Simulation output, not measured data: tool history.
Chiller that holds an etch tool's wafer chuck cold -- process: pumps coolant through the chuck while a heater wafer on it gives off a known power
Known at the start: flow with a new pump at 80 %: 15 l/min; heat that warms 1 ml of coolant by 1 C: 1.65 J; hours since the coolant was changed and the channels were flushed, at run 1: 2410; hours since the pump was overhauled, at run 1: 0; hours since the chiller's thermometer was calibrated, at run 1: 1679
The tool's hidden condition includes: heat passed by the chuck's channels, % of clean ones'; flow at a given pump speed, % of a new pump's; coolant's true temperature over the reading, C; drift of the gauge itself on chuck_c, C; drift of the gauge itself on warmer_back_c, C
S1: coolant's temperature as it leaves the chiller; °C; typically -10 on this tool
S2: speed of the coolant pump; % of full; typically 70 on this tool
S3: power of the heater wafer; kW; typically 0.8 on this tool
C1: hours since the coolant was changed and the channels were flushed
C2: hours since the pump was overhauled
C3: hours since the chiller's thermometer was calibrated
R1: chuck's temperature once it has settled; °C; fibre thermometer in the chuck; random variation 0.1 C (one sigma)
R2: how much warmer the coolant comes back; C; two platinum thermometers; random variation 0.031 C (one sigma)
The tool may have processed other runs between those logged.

Run 1, day 0: usual settings; C1 2410; C2 0; C3 1679. Result: R1 2.2 °C, R2 2.27 C.
Run 2, day 6.583: usual settings but S1 -11 °C; C1 2568; C2 158; C3 1837. Result: R1 1.1 °C, R2 2.28 C.
Run 3, day 11.942: usual settings; C1 2696; C2 287; C3 1965. Result: R1 2.5 °C, R2 2.3 C.
Run 4, day 17.367: usual settings; C1 2826; C2 417; C3 2095. Result: R1 2.4 °C, R2 2.29 C.
Run 5, day 25.7: usual settings; C1 3026; C2 617; C3 2295. Result: R1 2.6 °C, R2 2.35 C.
Run 6, day 33.488: usual settings; C1 3213; C2 804; C3 2482. Result: R1 2.7 °C, R2 2.33 C.
Run 7, day 37.554: usual settings; C1 3311; C2 901; C3 2580. Result: R1 2.9 °C, R2 2.34 C.
Run 8, day 43.858: usual settings but S1 -6 °C; C1 3462; C2 1053; C3 2731. Result: R1 7 °C, R2 2.32 C.
Run 9, day 48.062: usual settings but S1 -6 °C; C1 3563; C2 1153; C3 2832. Result: R1 6.9 °C, R2 2.36 C.
At day 49.129: coolant pump overhauled.
At day 56.867: coolant changed, channels flushed.
Run 10, day 57.962: usual settings but S1 -6 °C; C1 26; C2 206; C3 3059. Result: R1 6.2 °C, R2 2.46 C.
Run 11, day 67.371: usual settings but S3 0.418 kW; C1 252; C2 432; C3 3285. Result: R1 -3.4 °C, R2 1.26 C.
At day 68.975: coolant pump overhauled, once more.
Run 12, day 72.917: usual settings but S3 0.418 kW; C1 380; C2 95; C3 3413. Result: R1 -3.6 °C, R2 1.15 C.
Run 13, day 80.65: usual settings but S2 64 % of full; C1 566; C2 280; C3 3598. Result: R1 2.9 °C, R2 2.48 C.
Run 14, day 85.183: usual settings but S3 0.879 kW; C1 675; C2 389; C3 3707. Result: R1 3 °C, R2 2.47 C.
Run 15, day 89.971: usual settings but S3 0.879 kW; C1 790; C2 504; C3 3822. Result: R1 3.1 °C, R2 2.49 C.
Run 16, day 99.508: usual settings but S3 0.879 kW; C1 1018; C2 733; C3 4051. Result: R1 3.4 °C, R2 2.56 C.
Run 17, day 105.929: usual settings but S2 61 % of full; C1 1173; C2 887; C3 4205. Result: R1 4 °C, R2 2.77 C.
Run 18, day 115.5: usual settings but S2 61 % of full; C1 1402; C2 1117; C3 4435. Result: R1 4.3 °C, R2 2.73 C.
Run 19, day 120.912: usual settings but S1 -1 °C, S2 72 % of full, S3 1.101 kW; C1 1532; C2 1246; C3 4564. Result: R1 15.8 °C, R2 3.12 C.
Run 20, day 129.758: usual settings but S1 -3 °C, S3 0.403 kW; C1 1744; C2 1459; C3 4777. Result: R1 3.9 °C, R2 1.22 C.
Run 21, day 136.158: usual settings but S2 76 % of full, S3 0.585 kW; C1 1898; C2 1612; C3 4930. Result: R1 -1 °C, R2 1.57 C.
Run 22, day 145.229: usual settings but S3 1.106 kW; C1 2116; C2 1830; C3 5148. Result: R1 7.8 °C, R2 3.29 C.
At day 147.55: chiller's thermometer calibrated.
Run 23, day 150.188: usual settings but S1 -8 °C, S2 83 % of full, S3 0.659 kW; C1 2234; C2 1948; C3 63. Result: R1 0.6 °C, R2 1.58 C.
Run 24, day 155.067: usual settings but S1 -8 °C, S2 83 % of full, S3 0.659 kW; C1 2351; C2 2065; C3 180. Result: R1 0.7 °C, R2 1.62 C.
Run 25, day 162.683: usual settings but S1 -8 °C, S2 83 % of full, S3 0.659 kW; C1 2534; C2 2248; C3 363. Result: R1 0.7 °C, R2 1.65 C.
Run 26, day 167.9: usual settings but S1 -6 °C, S2 68 % of full; C1 2659; C2 2373; C3 488. Result: R1 7 °C, R2 2.5 C.
Run 27, day 173.2: usual settings but S1 -6 °C, S2 68 % of full; C1 2786; C2 2500; C3 616. Result: R1 6.9 °C, R2 2.49 C.
Run 28, day 179.996: usual settings but S2 76 % of full; C1 2949; C2 2664; C3 779. Result: R1 1.7 °C, R2 2.24 C.

Estimate the outcome of run 29 from the log above:
Run 29, day 189.738: usual settings but S2 76 % of full; C1 3183; C2 2897; C3 1012. Result: R1 ?, R2 ?.

Run 29 produced R1 2 °C, R2 2.24 C.
With the hidden condition absent and the run-to-run variation left alone, this run would have shown R1 0.1 °C, R2 2.05 C.
